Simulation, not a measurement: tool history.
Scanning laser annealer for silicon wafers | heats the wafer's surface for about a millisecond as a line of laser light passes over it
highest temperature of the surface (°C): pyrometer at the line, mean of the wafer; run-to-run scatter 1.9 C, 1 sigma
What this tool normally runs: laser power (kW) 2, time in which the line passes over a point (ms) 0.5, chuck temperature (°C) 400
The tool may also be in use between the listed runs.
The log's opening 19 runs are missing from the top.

run   hour  laser power (kW)  time in which the line passes over a point (ms)  chuck temperature (°C)  hours of work since the window was cleaned  hours of work since the power meter was calibrated  hours of work since the optics were aligned  highest temperature of the surface (°C)
 20  210.4             1.973                                              0.5                     400                                         168                                                 114                                           91                                     1153
 21  221.9              2.06                                              0.5                     400                                         174                                                 119                                           96                                     1187
 22  228.4                 2                                            0.581                     408                                         177                                                 122                                          100                                     1231
 23  240.2             1.943                                              0.5                     366                                         182                                                 128                                          105                                     1108
 24  254.3             1.943                                              0.5                     366                                         189                                                 134                                          112                                     1106
 25  264.2                 2                                              0.5                     401                                         194                                                 139                                          116                                     1161
 26  270.2                 2                                            0.578                     394                                         196                                                 142                                          119                                     1213
 27  282.9             2.043                                            0.419                     400                                         202                                                 148                                          125                                     1109
 28  297.5             2.043                                            0.419                     400                                         209                                                 155                                          132                                     1109
 29  310.4             2.043                                            0.419                     400                                         215                                                 161                                          138                                     1110
 30  316.7             1.892                                            0.494                     398                                         218                                                 164                                          141                                     1114
 31  322.9             2.135                                              0.5                     400                                         221                                                 166                                          144                                     1213
 32  334.9             2.135                                             0.59                     400                                         227                                                 172                                          149                                     1283
 33  345.8             2.135                                             0.59                     400                                         232                                                 177                                          154                                     1282
 34  354.7             2.166                                            0.437                     398                                         236                                                 181                                          159                                     1168
 35  364.4             2.078                                            0.605                     387                                         240                                                 186                                          163                                     1259
 36  377.5             1.982                                            0.532                     428                                         247                                                 192                                          169                                     1207
 37  391.3             1.982                                            0.532                     428                                         253                                                 198                                          176                                     1206
 38  403.4              1.78                                              0.5                     362                                         259                                                 204                                          181                                     1037
 39  415.5              1.78                                              0.5                     362                                         264                                                 210                                          187                                     1033
 40  424.2              2.09                                            0.529                     427                                         268                                                 214                                          191                                     1240
 41    431              2.09                                            0.529                     427                                         272                                                 217                                          194                                     1247
 42  438.7             1.797                                            0.451                     404                                         275                                                 221                                          198                                     1043

Predict each of these 3 candidate next runs independently; none follows another, all start after run 42:
  A   445             1.973                                            0.382                     379                                         278                                                 224                                          201                                        ?
  B   445             1.763                                            0.397                     400                                         278                                                 224                                          201                                        ?
  C   445             1.712                                            0.451                     404                                         278                                                 224                                          201                                        ?

run  highest temperature of the surface (°C)
  A                                     1031
  B                                      991
  C                                     1017
What these runs would have given with no unlogged condition in the tool:
run  highest temperature of the surface (°C)
  A                                     1048
  B                                     1006
  C                                     1032

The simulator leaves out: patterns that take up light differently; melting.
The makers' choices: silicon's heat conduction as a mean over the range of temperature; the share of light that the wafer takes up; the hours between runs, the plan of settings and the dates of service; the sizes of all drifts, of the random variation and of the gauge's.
